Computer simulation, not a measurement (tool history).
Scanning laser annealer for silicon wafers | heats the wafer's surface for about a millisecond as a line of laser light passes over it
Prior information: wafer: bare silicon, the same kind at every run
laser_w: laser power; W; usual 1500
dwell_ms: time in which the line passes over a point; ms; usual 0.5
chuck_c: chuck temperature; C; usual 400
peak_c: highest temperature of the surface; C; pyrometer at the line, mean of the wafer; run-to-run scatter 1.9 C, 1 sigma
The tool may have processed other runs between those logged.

{"run": 1, "hour": 0.0, "laser_w": 1500, "dwell_ms": 0.5, "chuck_c": 400, "peak_c": 1162}
{"run": 2, "hour": 62.6, "laser_w": 1500, "dwell_ms": 0.5, "chuck_c": 400, "peak_c": 1159}
{"run": 3, "hour": 163.2, "laser_w": 1500, "dwell_ms": 0.5, "chuck_c": 400, "peak_c": 1161}
{"run": 4, "hour": 219.0, "laser_w": 1500, "dwell_ms": 0.5, "chuck_c": 400, "peak_c": 1162}
{"run": 5, "hour": 286.2, "laser_w": 1500, "dwell_ms": 0.5, "chuck_c": 400, "peak_c": 1160}
{"run": 6, "hour": 365.1, "laser_w": 1500, "dwell_ms": 0.5, "chuck_c": 400, "peak_c": 1164}
{"run": 7, "hour": 442.6, "laser_w": 1500, "dwell_ms": 0.5, "chuck_c": 400, "peak_c": 1161}
{"run": 8, "hour": 505.2, "laser_w": 1500, "dwell_ms": 0.5, "chuck_c": 400, "peak_c": 1160}
{"run": 9, "hour": 547.2, "laser_w": 1500, "dwell_ms": 0.5, "chuck_c": 400, "peak_c": 1160}
{"run": 10, "hour": 620.7, "laser_w": 1500, "dwell_ms": 0.5, "chuck_c": 400, "peak_c": 1160}
{"run": 11, "hour": 676.7, "laser_w": 1464, "dwell_ms": 0.359, "chuck_c": 387, "peak_c": 1014}
{"run": 12, "hour": 728.0, "laser_w": 1498, "dwell_ms": 0.383, "chuck_c": 380, "peak_c": 1044}
{"run": 13, "hour": 797.0, "laser_w": 1614, "dwell_ms": 0.525, "chuck_c": 414, "peak_c": 1264}
{"hour": 847.8, "done": "window over the wafer cleaned"}
{"run": 14, "hour": 861.7, "laser_w": 1614, "dwell_ms": 0.525, "chuck_c": 414, "peak_c": 1259}
{"run": 15, "hour": 961.4, "laser_w": 1291, "dwell_ms": 0.481, "chuck_c": 414, "peak_c": 1044}
{"run": 16, "hour": 1007.4, "laser_w": 1500, "dwell_ms": 0.587, "chuck_c": 420, "peak_c": 1243}
{"run": 17, "hour": 1083.5, "laser_w": 1580, "dwell_ms": 0.62, "chuck_c": 398, "peak_c": 1295}
{"run": 18, "hour": 1177.9, "laser_w": 1307, "dwell_ms": 0.439, "chuck_c": 398, "peak_c": 1008}
{"run": 19, "hour": 1243.0, "laser_w": 1500, "dwell_ms": 0.368, "chuck_c": 398, "peak_c": 1052}

Predict each of these 3 candidate next runs independently; none follows another, all start after run 19:
{"run": "A", "hour": 1339.7, "laser_w": 1358, "dwell_ms": 0.5, "chuck_c": 364, "peak_c": "?"}
{"run": "B", "hour": 1339.7, "laser_w": 1278, "dwell_ms": 0.492, "chuck_c": 432, "peak_c": "?"}
{"run": "C", "hour": 1339.7, "laser_w": 1387, "dwell_ms": 0.5, "chuck_c": 400, "peak_c": "?"}

run=A peak_c=1044
run=B peak_c=1063
run=C peak_c=1098
Stripped of hidden state, with their random variation kept, the same runs would have yielded:
run=A peak_c=1045
run=B peak_c=1063
run=C peak_c=1098
